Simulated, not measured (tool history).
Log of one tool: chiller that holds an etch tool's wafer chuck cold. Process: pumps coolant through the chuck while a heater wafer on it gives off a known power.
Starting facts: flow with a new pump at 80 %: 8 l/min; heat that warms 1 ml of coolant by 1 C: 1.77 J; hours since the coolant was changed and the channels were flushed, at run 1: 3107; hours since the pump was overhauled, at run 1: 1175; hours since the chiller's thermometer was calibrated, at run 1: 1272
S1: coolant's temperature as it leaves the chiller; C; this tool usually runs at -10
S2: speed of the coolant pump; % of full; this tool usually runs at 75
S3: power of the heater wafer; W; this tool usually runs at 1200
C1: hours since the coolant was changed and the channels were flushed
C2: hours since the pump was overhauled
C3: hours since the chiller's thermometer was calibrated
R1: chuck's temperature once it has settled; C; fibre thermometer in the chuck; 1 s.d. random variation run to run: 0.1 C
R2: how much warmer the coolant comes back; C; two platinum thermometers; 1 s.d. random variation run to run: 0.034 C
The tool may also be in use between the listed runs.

run 1 hour=0 | S1=-10 S2=75 S3=1200 | C1=3107 C2=1175 C3=1272 | R1=-0.4 R2=5.42
run 2 hour=34.7 | S1=-10 S2=75 S3=1200 | C1=3142 C2=1210 C3=1306 | R1=-0.5 R2=5.51
run 3 hour=92.6 | S1=-10 S2=75 S3=1200 | C1=3200 C2=1267 C3=1364 | R1=-0.4 R2=5.45
run 4 hour=148.9 | S1=-10 S2=75 S3=1200 | C1=3256 C2=1324 C3=1420 | R1=-0.4 R2=5.53
run 5 hour=177.8 | S1=-10 S2=75 S3=1200 | C1=3285 C2=1353 C3=1449 | R1=-0.4 R2=5.49
run 6 hour=204.8 | S1=-10 S2=75 S3=1200 | C1=3312 C2=1380 C3=1476 | R1=-0.4 R2=5.51
run 7 hour=267.6 | S1=-10 S2=75 S3=1200 | C1=3375 C2=1442 C3=1539 | R1=-0.3 R2=5.55
run 8 hour=295.3 | S1=-10 S2=75 S3=725 | C1=3402 C2=1470 C3=1567 | R1=-4.1 R2=3.39
run 9 hour=338.1 | S1=-10 S2=75 S3=725 | C1=3445 C2=1513 C3=1610 | R1=-4.1 R2=3.42
run 10 hour=390.7 | S1=-10 S2=78 S3=1200 | C1=3498 C2=1566 C3=1662 | R1=-0.6 R2=5.35
run 11 hour=434.9 | S1=-10 S2=78 S3=1200 | C1=3542 C2=1610 C3=1706 | R1=-0.8 R2=5.39
run 12 hour=493.8 | S1=-10 S2=75 S3=1200 | C1=3601 C2=1669 C3=1765 | R1=-0.4 R2=5.6
run 13 hour=543.8 | S1=-10 S2=66 S3=1200 | C1=3651 C2=1719 C3=1815 | R1=0.7 R2=6.33
run 14 hour=570.8 | S1=-10 S2=66 S3=1200 | C1=3678 C2=1746 C3=1842 | R1=0.6 R2=6.34
run 15 hour=621.9 | S1=-10 S2=91 S3=1200 | C1=3729 C2=1797 C3=1893 | R1=-1.9 R2=4.77
run 16 hour=675.8 | S1=-10 S2=91 S3=1200 | C1=3783 C2=1851 C3=1947 | R1=-1.8 R2=4.82
run 17 hour=713.9 | S1=-10 S2=67 S3=1200 | C1=3821 C2=1889 C3=1985 | R1=0.5 R2=6.36
run 18 hour=747.7 | S1=-15 S2=82 S3=1200 | C1=3855 C2=1923 C3=2019 | R1=-6 R2=5.26
-- hour=789.7 gauge calibrated
run 19 hour=813.3 | S1=-15 S2=82 S3=1200 | C1=3921 C2=1988 C3=2085 | R1=-6.1 R2=4.97
run 20 hour=856.1 | S1=-16 S2=73 S3=1200 | C1=3963 C2=2031 C3=2128 | R1=-6.1 R2=5.63
run 21 hour=895.8 | S1=-19 S2=77 S3=651 | C1=4003 C2=2071 C3=2167 | R1=-14 R2=2.91
run 22 hour=945.3 | S1=-10 S2=66 S3=1350 | C1=4053 C2=2120 C3=2217 | R1=2.2 R2=6.95
run 23 hour=988.3 | S1=-16 S2=63 S3=1200 | C1=4095 C2=2163 C3=2260 | R1=-4.9 R2=6.44
run 24 hour=1024.7 | S1=-16 S2=63 S3=1200 | C1=4132 C2=2200 C3=2296 | R1=-4.8 R2=6.47
run 25 hour=1067 | S1=-16 S2=61 S3=1207 | C1=4174 C2=2242 C3=2339 | R1=-4.3 R2=6.7
run 26 hour=1132.6 | S1=-3 S2=75 S3=1200 | C1=4240 C2=2307 C3=2404 | R1=6.6 R2=5.57
run 27 hour=1173.8 | S1=-10 S2=97 S3=1200 | C1=4281 C2=2349 C3=2445 | R1=-2.2 R2=4.41
run 28 hour=1206.7 | S1=-11 S2=66 S3=1229 | C1=4314 C2=2382 C3=2478 | R1=-0.1 R2=6.42
run 29 hour=1244.1 | S1=-6 S2=71 S3=1113 | C1=4351 C2=2419 C3=2516 | R1=3.4 R2=5.41
run 30 hour=1303.3 | S1=-6 S2=71 S3=1113 | C1=4410 C2=2478 C3=2575 | R1=3.1 R2=5.6
run 31 hour=1347.5 | S1=-10 S2=75 S3=845 | C1=4455 C2=2522 C3=2619 | R1=-3.2 R2=4.05
run 32 hour=1378.9 | S1=-4 S2=88 S3=847 | C1=4486 C2=2554 C3=2650 | R1=1.7 R2=3.53
run 33 hour=1412.1 | S1=-1 S2=70 S3=817 | C1=4519 C2=2587 C3=2684 | R1=5.9 R2=4.21

Table of differences, measured result less the result of that run with no hidden state. Run-to-run variation is the same in both. Gauge scatter possibly is not:
The hidden state here: heat passed by the chuck's channels, % of clean ones'; flow at a given pump speed, % of a new pump's; coolant's true temperature over the reading, C; drift of the gauge itself on chuck_c, C; drift of the gauge itself on warmer_back_c, C.
run=1 R2=+0
run=2 R2=+0.01
run=3 R2=+0.04
run=4 R2=+0.07
run=5 R2=+0.08
run=6 R2=+0.09
run=7 R2=+0.12
run=8 R2=+0.13
run=9 R2=+0.15
run=10 R2=+0.17
run=11 R2=+0.19
run=12 R2=+0.21
run=13 R2=+0.24
run=14 R2=+0.25
run=15 R2=+0.27
run=16 R2=+0.29
run=17 R2=+0.31
run=18 R2=+0.32
run=19 R2=+0.01
run=20 R2=+0.03
run=21 R2=+0.04
run=22 R2=+0.07
run=23 R2=+0.08
run=24 R2=+0.1
run=25 R2=+0.12
run=26 R2=+0.15
run=27 R2=+0.17
run=28 R2=+0.19
run=29 R2=+0.2
run=30 R2=+0.23
run=31 R2=+0.24
run=32 R2=+0.25
run=33 R2=+0.27
R1: differs from the measured result by no more than 0.1 C in any run.
